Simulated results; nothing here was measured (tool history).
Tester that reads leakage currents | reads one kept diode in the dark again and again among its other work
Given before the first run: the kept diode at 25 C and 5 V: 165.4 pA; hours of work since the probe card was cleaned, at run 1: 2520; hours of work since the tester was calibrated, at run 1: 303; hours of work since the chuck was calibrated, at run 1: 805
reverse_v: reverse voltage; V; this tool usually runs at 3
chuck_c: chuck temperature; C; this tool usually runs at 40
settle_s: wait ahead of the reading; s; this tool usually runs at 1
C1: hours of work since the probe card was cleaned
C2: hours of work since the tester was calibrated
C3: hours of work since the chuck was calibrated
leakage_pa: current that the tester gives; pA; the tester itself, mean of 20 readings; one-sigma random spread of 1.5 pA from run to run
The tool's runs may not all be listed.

{"run": 1, "hour": 0.0, "reverse_v": 3, "chuck_c": 40, "settle_s": 1, "C1": 2520, "C2": 303, "C3": 805, "leakage_pa": 474.5}
{"run": 2, "hour": 143.2, "reverse_v": 3, "chuck_c": 40, "settle_s": 1, "C1": 2596, "C2": 379, "C3": 881, "leakage_pa": 477.57}
{"run": 3, "hour": 220.9, "reverse_v": 3, "chuck_c": 42, "settle_s": 1, "C1": 2637, "C2": 420, "C3": 922, "leakage_pa": 555}
{"run": 4, "hour": 336.6, "reverse_v": 3, "chuck_c": 40, "settle_s": 1, "C1": 2699, "C2": 482, "C3": 983, "leakage_pa": 473.29}
{"run": 5, "hour": 505.5, "reverse_v": 3, "chuck_c": 40, "settle_s": 1, "C1": 2788, "C2": 571, "C3": 1073, "leakage_pa": 473.96}
{"run": 6, "hour": 622.6, "reverse_v": 3, "chuck_c": 35, "settle_s": 1, "C1": 2850, "C2": 633, "C3": 1135, "leakage_pa": 310.88}
{"run": 7, "hour": 767.9, "reverse_v": 3, "chuck_c": 24, "settle_s": 1, "C1": 2927, "C2": 710, "C3": 1212, "leakage_pa": 118.03}
{"hour": 884.1, "done": "probe card cleaned and baked"}
{"run": 8, "hour": 884.1, "reverse_v": 1.74, "chuck_c": 36, "settle_s": 1, "C1": 0, "C2": 770, "C3": 1272, "leakage_pa": 260.98}
{"run": 9, "hour": 959.9, "reverse_v": 1.74, "chuck_c": 35, "settle_s": 1, "C1": 40, "C2": 811, "C3": 1312, "leakage_pa": 239.59}
{"run": 10, "hour": 1116.8, "reverse_v": 1.54, "chuck_c": 33, "settle_s": 3.98, "C1": 123, "C2": 894, "C3": 1396, "leakage_pa": 190.26}
{"run": 11, "hour": 1276.2, "reverse_v": 1.54, "chuck_c": 33, "settle_s": 3.98, "C1": 208, "C2": 978, "C3": 1480, "leakage_pa": 189.86}

Here are 4 independent what-if runs from the current tool condition. What would each one return?
{"run": "A", "hour": 1354.1, "reverse_v": 3, "chuck_c": 40, "settle_s": 0.76, "C1": 249, "C2": 1020, "C3": 1521, "leakage_pa": "?"}
{"run": "B", "hour": 1354.1, "reverse_v": 3.8, "chuck_c": 37, "settle_s": 0.94, "C1": 249, "C2": 1020, "C3": 1521, "leakage_pa": "?"}
{"run": "C", "hour": 1354.1, "reverse_v": 3.25, "chuck_c": 27, "settle_s": 0.47, "C1": 249, "C2": 1020, "C3": 1521, "leakage_pa": "?"}
{"run": "D", "hour": 1354.1, "reverse_v": 3.55, "chuck_c": 33, "settle_s": 2.66, "C1": 249, "C2": 1020, "C3": 1521, "leakage_pa": "?"}

run=A leakage_pa=467.45
run=B leakage_pa=402.62
run=C leakage_pa=157.44
run=D leakage_pa=278.85
What these runs would have given with no unlogged condition in the tool:
run=A leakage_pa=485.24
run=B leakage_pa=418.15
run=C leakage_pa=163.78
run=D leakage_pa=289.84
